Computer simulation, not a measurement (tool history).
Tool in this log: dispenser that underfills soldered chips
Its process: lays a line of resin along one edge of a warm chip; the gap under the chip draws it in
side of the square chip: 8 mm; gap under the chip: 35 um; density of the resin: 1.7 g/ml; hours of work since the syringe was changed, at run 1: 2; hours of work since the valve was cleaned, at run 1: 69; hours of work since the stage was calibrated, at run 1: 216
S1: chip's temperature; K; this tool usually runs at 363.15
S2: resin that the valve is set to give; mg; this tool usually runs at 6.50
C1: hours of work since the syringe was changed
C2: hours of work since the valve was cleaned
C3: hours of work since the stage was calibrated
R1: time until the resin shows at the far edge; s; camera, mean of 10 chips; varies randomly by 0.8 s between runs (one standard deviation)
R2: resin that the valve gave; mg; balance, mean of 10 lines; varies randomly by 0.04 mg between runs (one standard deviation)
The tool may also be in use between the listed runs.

| run | day | S1 | S2 | C1 | C2 | C3 | R1 | R2 |
|---|---|---|---|---|---|---|---|---|
| 1 | 0.000 | 363.15 | 6.50 | 2 | 69 | 216 | 78.9 | 6.18 |
| 2 | 0.196 | 363.15 | 6.50 | 5 | 72 | 219 | 96.9 | 6.20 |
|  | 0.371 | new syringe of resin |
| 3 | 0.371 | 363.15 | 6.50 | 0 | 75 | 222 | 67.5 | 6.11 |
| 4 | 0.725 | 363.15 | 6.38 | 6 | 80 | 228 | 96.2 | 5.99 |
|  | 0.879 | new syringe of resin |
| 5 | 1.125 | 363.15 | 6.38 | 4 | 87 | 234 | 89.9 | 5.98 |
|  | 1.404 | new syringe of resin |
| 6 | 1.467 | 363.15 | 6.38 | 1 | 92 | 240 | 71.5 | 5.88 |
| 7 | 1.729 | 363.15 | 6.38 | 5 | 96 | 244 | 93.1 | 5.86 |
|  | 1.938 | new syringe of resin |
| 8 | 2.104 | 363.15 | 6.38 | 3 | 102 | 250 | 80.9 | 5.96 |
| 9 | 2.367 | 363.15 | 6.38 | 7 | 107 | 254 | 103.4 | 5.91 |
|  | 2.442 | new syringe of resin |
| 10 | 2.542 | 363.15 | 6.27 | 2 | 109 | 257 | 75.6 | 5.76 |
| 11 | 2.804 | 363.15 | 6.50 | 6 | 114 | 261 | 97.3 | 5.97 |
|  | 2.962 | new syringe of resin |
| 12 | 3.108 | 363.15 | 6.85 | 2 | 119 | 266 | 78.7 | 6.26 |
| 13 | 3.388 | 363.15 | 6.50 | 7 | 123 | 271 | 102.6 | 5.91 |
|  | 3.467 | new syringe of resin |
|  | 3.508 | dispensing valve cleaned and set on the balance |
| 14 | 3.804 | 363.15 | 6.50 | 5 | 5 | 277 | 90.6 | 6.42 |
|  | 4.025 | new syringe of resin |
| 15 | 4.183 | 363.15 | 8.01 | 3 | 11 | 283 | 76.0 | 7.90 |
| 16 | 4.342 | 363.15 | 6.50 | 5 | 14 | 285 | 88.9 | 6.42 |
|  | 4.542 | new syringe of resin |
| 17 | 4.708 | 373.15 | 6.50 | 3 | 19 | 291 | 49.6 | 6.37 |
| 18 | 4.883 | 373.15 | 6.50 | 6 | 22 | 294 | 58.4 | 6.37 |
|  | 5.046 | new syringe of resin |
| 19 | 5.167 | 367.15 | 5.74 | 2 | 27 | 299 | 64.6 | 5.57 |
| 20 | 5.454 | 356.15 | 7.49 | 7 | 31 | 303 | 139.0 | 7.28 |
|  | 5.567 | new syringe of resin |
| 21 | 5.692 | 356.15 | 7.49 | 2 | 35 | 307 | 102.4 | 7.25 |
| 22 | 5.850 | 363.15 | 6.36 | 5 | 38 | 310 | 88.4 | 6.23 |
|  | 6.067 | new syringe of resin |
| 23 | 6.162 | 363.15 | 6.36 | 2 | 43 | 315 | 73.1 | 6.18 |
| 24 | 6.433 | 364.15 | 6.18 | 6 | 47 | 319 | 92.6 | 5.96 |
|  | 6.583 | new syringe of resin |
| 25 | 6.758 | 363.15 | 5.94 | 3 | 52 | 324 | 78.4 | 5.74 |
| 26 | 6.921 | 355.15 | 7.47 | 6 | 55 | 327 | 129.9 | 7.16 |
|  | 7.112 | new syringe of resin |
| 27 | 7.317 | 356.15 | 8.31 | 3 | 61 | 333 | 111.6 | 7.89 |
| 28 | 7.583 | 358.15 | 6.53 | 8 | 66 | 338 | 135.8 | 6.16 |
|  | 7.625 | new syringe of resin |
| 29 | 7.846 | 358.15 | 6.53 | 4 | 70 | 342 | 102.7 | 6.21 |
| 30 | 8.112 | 352.15 | 6.50 | 8 | 74 | 346 | 182.8 | 6.16 |
|  | 8.150 | new syringe of resin |
| 31 | 8.429 | 373.15 | 6.98 | 5 | 79 | 351 | 55.0 | 6.59 |
| 32 | 8.612 | 367.15 | 8.09 | 8 | 82 | 354 | 84.0 | 7.66 |
|  | 8.671 | new syringe of resin |
| 33 | 8.879 | 364.15 | 8.22 | 3 | 86 | 358 | 73.7 | 7.68 |
| 34 | 9.125 | 364.15 | 8.18 | 8 | 91 | 362 | 96.3 | 7.62 |
|  | 9.179 | new syringe of resin |
| 35 | 9.404 | 364.15 | 8.18 | 4 | 95 | 367 | 77.6 | 7.52 |

Entry by entry between the runs, the difference in hidden state between the last listed run before and the first listed run after:
Run 2 -> run 3: new syringe of resin (day 0.371)
  resin's viscosity, % of fresh resin's: 141.8 -> 98.8; dose that the valve gives, % of what is set: 94.72 -> 94.51; true chip temperature over the reading, C: 1.61 -> 1.63
  measured less the result without the state, R1: +23.6 -> -5.8 s; R2: -0.34 -> -0.36 mg
Run 4 -> run 5: new syringe of resin (day 0.879)
  resin's viscosity, % of fresh resin's: 139.6 -> 128.9; dose that the valve gives, % of what is set: 94.08 -> 93.61; true chip temperature over the reading, C: 1.67 -> 1.72
  measured less the result without the state, R1: +22.1 -> +14.7 s; R2: -0.38 -> -0.41 mg
Run 5 -> run 6: new syringe of resin (day 1.404)
  resin's viscosity, % of fresh resin's: 128.9 -> 104.5; dose that the valve gives, % of what is set: 93.61 -> 93.21; true chip temperature over the reading, C: 1.72 -> 1.76
  measured less the result without the state, R1: +14.7 -> -2.4 s; R2: -0.41 -> -0.44 mg
Run 7 -> run 8: new syringe of resin (day 1.938)
  resin's viscosity, % of fresh resin's: 135.3 -> 117.6; dose that the valve gives, % of what is set: 92.91 -> 92.45; true chip temperature over the reading, C: 1.79 -> 1.83
  measured less the result without the state, R1: +18.6 -> +6.5 s; R2: -0.45 -> -0.49 mg
Run 9 -> run 10: new syringe of resin (day 2.442)
  resin's viscosity, % of fresh resin's: 152.2 -> 111.1; dose that the valve gives, % of what is set: 92.14 -> 91.95; true chip temperature over the reading, C: 1.87 -> 1.88
  measured less the result without the state, R1: +29.8 -> +1.9 s; R2: -0.50 -> -0.50 mg
Run 11 -> run 12: new syringe of resin (day 2.962)
  resin's viscosity, % of fresh resin's: 143.4 -> 115.2; dose that the valve gives, % of what is set: 91.66 -> 91.28; true chip temperature over the reading, C: 1.92 -> 1.95
  measured less the result without the state, R1: +23.6 -> +4.2 s; R2: -0.54 -> -0.60 mg
Run 13 -> run 14: new syringe of resin (day 3.467); dispensing valve cleaned and set on the balance (day 3.508)
  resin's viscosity, % of fresh resin's: 151.3 -> 134; dose that the valve gives, % of what is set: 90.94 -> 99.59; true chip temperature over the reading, C: 1.99 -> 2.03
  measured less the result without the state, R1: +28.8 -> +16.1 s; R2: -0.59 -> -0.03 mg
Run 14 -> run 15: new syringe of resin (day 4.025)
  resin's viscosity, % of fresh resin's: 134 -> 113.6; dose that the valve gives, % of what is set: 99.59 -> 99.1; true chip temperature over the reading, C: 2.03 -> 2.08
  measured less the result without the state, R1: +16.1 -> +2.1 s; R2: -0.03 -> -0.07 mg
Run 16 -> run 17: new syringe of resin (day 4.542)
  resin's viscosity, % of fresh resin's: 133 -> 114.7; dose that the valve gives, % of what is set: 98.89 -> 98.43; true chip temperature over the reading, C: 2.1 -> 2.14
  measured less the result without the state, R1: +15.0 -> +2.1 s; R2: -0.08 -> -0.10 mg
Run 18 -> run 19: new syringe of resin (day 5.046)
  resin's viscosity, % of fresh resin's: 136.2 -> 114; dose that the valve gives, % of what is set: 98.24 -> 97.9; true chip temperature over the reading, C: 2.16 -> 2.2
  measured less the result without the state, R1: +11.2 -> +2.1 s; R2: -0.12 -> -0.12 mg
Run 20 -> run 21: new syringe of resin (day 5.567)
  resin's viscosity, % of fresh resin's: 151 -> 112.4; dose that the valve gives, % of what is set: 97.54 -> 97.27; true chip temperature over the reading, C: 2.24 -> 2.27
  measured less the result without the state, R1: +36.3 -> +0.7 s; R2: -0.18 -> -0.20 mg
Run 22 -> run 23: new syringe of resin (day 6.067)
  resin's viscosity, % of fresh resin's: 131.6 -> 108.6; dose that the valve gives, % of what is set: 97.07 -> 96.7; true chip temperature over the reading, C: 2.28 -> 2.32
  measured less the result without the state, R1: +13.9 -> -1.8 s; R2: -0.18 -> -0.21 mg
Run 24 -> run 25: new syringe of resin (day 6.583)
  resin's viscosity, % of fresh resin's: 141.6 -> 117.6; dose that the valve gives, % of what is set: 96.36 -> 95.96; true chip temperature over the reading, C: 2.36 -> 2.39
  measured less the result without the state, R1: +19.7 -> +4.1 s; R2: -0.23 -> -0.24 mg
Run 26 -> run 27: new syringe of resin (day 7.112)
  resin's viscosity, % of fresh resin's: 138.1 -> 123.1; dose that the valve gives, % of what is set: 95.76 -> 95.3; true chip temperature over the reading, C: 2.41 -> 2.46
  measured less the result without the state, R1: +24.2 -> +9.3 s; R2: -0.32 -> -0.39 mg
Run 28 -> run 29: new syringe of resin (day 7.625)
  resin's viscosity, % of fresh resin's: 159.4 -> 124.5; dose that the valve gives, % of what is set: 94.98 -> 94.67; true chip temperature over the reading, C: 2.49 -> 2.52
  measured less the result without the state, R1: +40.2 -> +9.9 s; R2: -0.33 -> -0.34 mg
Run 30 -> run 31: new syringe of resin (day 8.150)
  resin's viscosity, % of fresh resin's: 161.3 -> 131.3; dose that the valve gives, % of what is set: 94.32 -> 93.96; true chip temperature over the reading, C: 2.56 -> 2.59
  measured less the result without the state, R1: +54.6 -> +8.1 s; R2: -0.37 -> -0.43 mg
Run 32 -> run 33: new syringe of resin (day 8.671)
  resin's viscosity, % of fresh resin's: 156.9 -> 122.1; dose that the valve gives, % of what is set: 93.75 -> 93.44; true chip temperature over the reading, C: 2.61 -> 2.64
  measured less the result without the state, R1: +23.9 -> +5.4 s; R2: -0.51 -> -0.53 mg
Run 34 -> run 35: new syringe of resin (day 9.179)
  resin's viscosity, % of fresh resin's: 155.6 -> 126.5; dose that the valve gives, % of what is set: 93.12 -> 92.79; true chip temperature over the reading, C: 2.67 -> 2.71
  measured less the result without the state, R1: +26.2 -> +8.0 s; R2: -0.56 -> -0.58 mg
